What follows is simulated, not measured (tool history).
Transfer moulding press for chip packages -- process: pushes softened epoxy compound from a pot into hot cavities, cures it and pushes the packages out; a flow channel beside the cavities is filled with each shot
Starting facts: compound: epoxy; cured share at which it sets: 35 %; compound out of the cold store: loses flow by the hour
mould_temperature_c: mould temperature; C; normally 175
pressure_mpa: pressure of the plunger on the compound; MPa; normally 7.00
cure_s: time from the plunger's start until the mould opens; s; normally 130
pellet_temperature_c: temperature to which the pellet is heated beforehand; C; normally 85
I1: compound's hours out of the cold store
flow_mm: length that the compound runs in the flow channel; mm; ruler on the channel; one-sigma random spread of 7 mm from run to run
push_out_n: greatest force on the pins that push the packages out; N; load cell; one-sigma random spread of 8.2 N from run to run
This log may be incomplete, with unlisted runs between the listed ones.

{"run": 1, "hour": 0.0, "mould_temperature_c": 175, "pressure_mpa": 7.0, "cure_s": 130, "pellet_temperature_c": 85, "I1": 27.5, "flow_mm": 792, "push_out_n": 468}
{"hour": 5.1, "done": "cavities cleaned with cleaning compound and waxed"}
{"hour": 61.9, "done": "cavities cleaned with cleaning compound and waxed"}
{"run": 2, "hour": 67.8, "mould_temperature_c": 170, "pressure_mpa": 7.0, "cure_s": 130, "pellet_temperature_c": 85, "I1": 39.3, "flow_mm": 768, "push_out_n": 481}
{"hour": 94.1, "done": "mould's thermocouples calibrated"}
{"hour": 119.2, "done": "cavities cleaned with cleaning compound and waxed"}
{"run": 3, "hour": 122.8, "mould_temperature_c": 170, "pressure_mpa": 7.0, "cure_s": 130, "pellet_temperature_c": 85, "I1": 39.8, "flow_mm": 764, "push_out_n": 488}
{"run": 4, "hour": 163.1, "mould_temperature_c": 170, "pressure_mpa": 6.08, "cure_s": 130, "pellet_temperature_c": 85, "I1": 42.2, "flow_mm": 691, "push_out_n": 611}
{"hour": 173.5, "done": "cavities cleaned with cleaning compound and waxed"}
{"run": 5, "hour": 215.1, "mould_temperature_c": 170, "pressure_mpa": 6.08, "cure_s": 130, "pellet_temperature_c": 85, "I1": 26.8, "flow_mm": 739, "push_out_n": 637}
{"hour": 228.8, "done": "cavities cleaned with cleaning compound and waxed"}
{"run": 6, "hour": 279.7, "mould_temperature_c": 175, "pressure_mpa": 7.0, "cure_s": 130, "pellet_temperature_c": 85, "I1": 18.8, "flow_mm": 763, "push_out_n": 486}
{"hour": 284.5, "done": "cavities cleaned with cleaning compound and waxed"}
{"hour": 303.6, "done": "plunger's sealing rings changed"}
{"run": 7, "hour": 331.1, "mould_temperature_c": 175, "pressure_mpa": 7.0, "cure_s": 130, "pellet_temperature_c": 85, "I1": 40.3, "flow_mm": 765, "push_out_n": 460}
{"hour": 343.5, "done": "cavities cleaned with cleaning compound and waxed"}
{"hour": 401.8, "done": "cavities cleaned with cleaning compound and waxed"}
{"run": 8, "hour": 402.6, "mould_temperature_c": 175, "pressure_mpa": 7.0, "cure_s": 130, "pellet_temperature_c": 85, "I1": 25.0, "flow_mm": 782, "push_out_n": 352}
{"hour": 457.8, "done": "cavities cleaned with cleaning compound and waxed"}
{"run": 9, "hour": 458.4, "mould_temperature_c": 175, "pressure_mpa": 7.0, "cure_s": 130, "pellet_temperature_c": 85, "I1": 21.6, "flow_mm": 775, "push_out_n": 361}
{"run": 10, "hour": 508.7, "mould_temperature_c": 175, "pressure_mpa": 7.0, "cure_s": 130, "pellet_temperature_c": 85, "I1": 19.7, "flow_mm": 801, "push_out_n": 483}
{"hour": 514.3, "done": "cavities cleaned with cleaning compound and waxed"}
{"run": 11, "hour": 562.3, "mould_temperature_c": 175, "pressure_mpa": 7.0, "cure_s": 130, "pellet_temperature_c": 85, "I1": 42.3, "flow_mm": 736, "push_out_n": 469}
{"hour": 567.9, "done": "cavities cleaned with cleaning compound and waxed"}
{"hour": 622.2, "done": "cavities cleaned with cleaning compound and waxed"}
{"run": 12, "hour": 622.2, "mould_temperature_c": 175, "pressure_mpa": 5.44, "cure_s": 130, "pellet_temperature_c": 85, "I1": 16.2, "flow_mm": 683, "push_out_n": 369}
{"hour": 676.3, "done": "cavities cleaned with cleaning compound and waxed"}
{"run": 13, "hour": 676.3, "mould_temperature_c": 175, "pressure_mpa": 7.0, "cure_s": 133, "pellet_temperature_c": 85, "I1": 11.3, "flow_mm": 792, "push_out_n": 358}
{"hour": 683.5, "done": "plunger's sealing rings changed"}
{"hour": 738.2, "done": "cavities cleaned with cleaning compound and waxed"}
{"run": 14, "hour": 754.8, "mould_temperature_c": 175, "pressure_mpa": 7.0, "cure_s": 133, "pellet_temperature_c": 85, "I1": 21.7, "flow_mm": 788, "push_out_n": 402}
{"hour": 791.4, "done": "cavities cleaned with cleaning compound and waxed"}
{"run": 15, "hour": 820.9, "mould_temperature_c": 175, "pressure_mpa": 7.0, "cure_s": 133, "pellet_temperature_c": 89, "I1": 8.7, "flow_mm": 813, "push_out_n": 427}
{"hour": 849.4, "done": "cavities cleaned with cleaning compound and waxed"}
{"run": 16, "hour": 862.4, "mould_temperature_c": 175, "pressure_mpa": 7.0, "cure_s": 133, "pellet_temperature_c": 89, "I1": 39.6, "flow_mm": 751, "push_out_n": 387}
{"hour": 904.6, "done": "cavities cleaned with cleaning compound and waxed"}
{"run": 17, "hour": 906.5, "mould_temperature_c": 175, "pressure_mpa": 7.0, "cure_s": 133, "pellet_temperature_c": 89, "I1": 28.0, "flow_mm": 759, "push_out_n": 349}
{"hour": 951.0, "done": "mould's thermocouples calibrated"}
{"hour": 962.1, "done": "cavities cleaned with cleaning compound and waxed"}
{"run": 18, "hour": 972.9, "mould_temperature_c": 175, "pressure_mpa": 7.0, "cure_s": 133, "pellet_temperature_c": 89, "I1": 22.7, "flow_mm": 768, "push_out_n": 377}
{"hour": 1018.6, "done": "cavities cleaned with cleaning compound and waxed"}
{"run": 19, "hour": 1034.0, "mould_temperature_c": 175, "pressure_mpa": 8.32, "cure_s": 130, "pellet_temperature_c": 85, "I1": 17.1, "flow_mm": 847, "push_out_n": 393}
{"hour": 1065.0, "done": "plunger's sealing rings changed"}
{"run": 20, "hour": 1067.5, "mould_temperature_c": 175, "pressure_mpa": 8.79, "cure_s": 130, "pellet_temperature_c": 85, "I1": 29.1, "flow_mm": 893, "push_out_n": 465}
{"hour": 1073.8, "done": "cavities cleaned with cleaning compound and waxed"}
{"run": 21, "hour": 1103.7, "mould_temperature_c": 178, "pressure_mpa": 7.0, "cure_s": 130, "pellet_temperature_c": 79, "I1": 8.9, "flow_mm": 819, "push_out_n": 397}
{"hour": 1128.9, "done": "cavities cleaned with cleaning compound and waxed"}
{"run": 22, "hour": 1158.5, "mould_temperature_c": 178, "pressure_mpa": 7.0, "cure_s": 130, "pellet_temperature_c": 79, "I1": 46.2, "flow_mm": 741, "push_out_n": 362}
{"hour": 1184.0, "done": "cavities cleaned with cleaning compound and waxed"}
{"run": 23, "hour": 1215.0, "mould_temperature_c": 173, "pressure_mpa": 7.25, "cure_s": 118, "pellet_temperature_c": 86, "I1": 19.4, "flow_mm": 810, "push_out_n": 571}
{"hour": 1239.8, "done": "cavities cleaned with cleaning compound and waxed"}
{"run": 24, "hour": 1255.5, "mould_temperature_c": 175, "pressure_mpa": 6.8, "cure_s": 130, "pellet_temperature_c": 83, "I1": 42.9, "flow_mm": 725, "push_out_n": 402}
{"run": 25, "hour": 1288.9, "mould_temperature_c": 175, "pressure_mpa": 6.8, "cure_s": 130, "pellet_temperature_c": 83, "I1": 18.1, "flow_mm": 773, "push_out_n": 462}

Predict each of these 4 candidate next runs independently; none follows another, all start after run 25:
{"hour": 1296.3, "done": "cavities cleaned with cleaning compound and waxed"}
{"run": "A", "hour": 1344.1, "mould_temperature_c": 171, "pressure_mpa": 7.42, "cure_s": 130, "pellet_temperature_c": 85, "I1": 16.1, "flow_mm": "?", "push_out_n": "?"}
{"hour": 1296.3, "done": "cavities cleaned with cleaning compound and waxed"}
{"run": "B", "hour": 1344.1, "mould_temperature_c": 178, "pressure_mpa": 7.0, "cure_s": 130, "pellet_temperature_c": 85, "I1": 47.3, "flow_mm": "?", "push_out_n": "?"}
{"hour": 1296.3, "done": "cavities cleaned with cleaning compound and waxed"}
{"run": "C", "hour": 1344.1, "mould_temperature_c": 175, "pressure_mpa": 6.31, "cure_s": 134, "pellet_temperature_c": 78, "I1": 26.6, "flow_mm": "?", "push_out_n": "?"}
{"hour": 1296.3, "done": "cavities cleaned with cleaning compound and waxed"}
{"run": "D", "hour": 1344.1, "mould_temperature_c": 177, "pressure_mpa": 7.0, "cure_s": 132, "pellet_temperature_c": 85, "I1": 8.6, "flow_mm": "?", "push_out_n": "?"}

run=A flow_mm=807 push_out_n=579
run=B flow_mm=719 push_out_n=420
run=C flow_mm=720 push_out_n=428
run=D flow_mm=788 push_out_n=422
What these runs would have given with no unlogged condition in the tool:
run=A flow_mm=842 push_out_n=465
run=B flow_mm=750 push_out_n=331
run=C flow_mm=752 push_out_n=338
run=D flow_mm=823 push_out_n=334

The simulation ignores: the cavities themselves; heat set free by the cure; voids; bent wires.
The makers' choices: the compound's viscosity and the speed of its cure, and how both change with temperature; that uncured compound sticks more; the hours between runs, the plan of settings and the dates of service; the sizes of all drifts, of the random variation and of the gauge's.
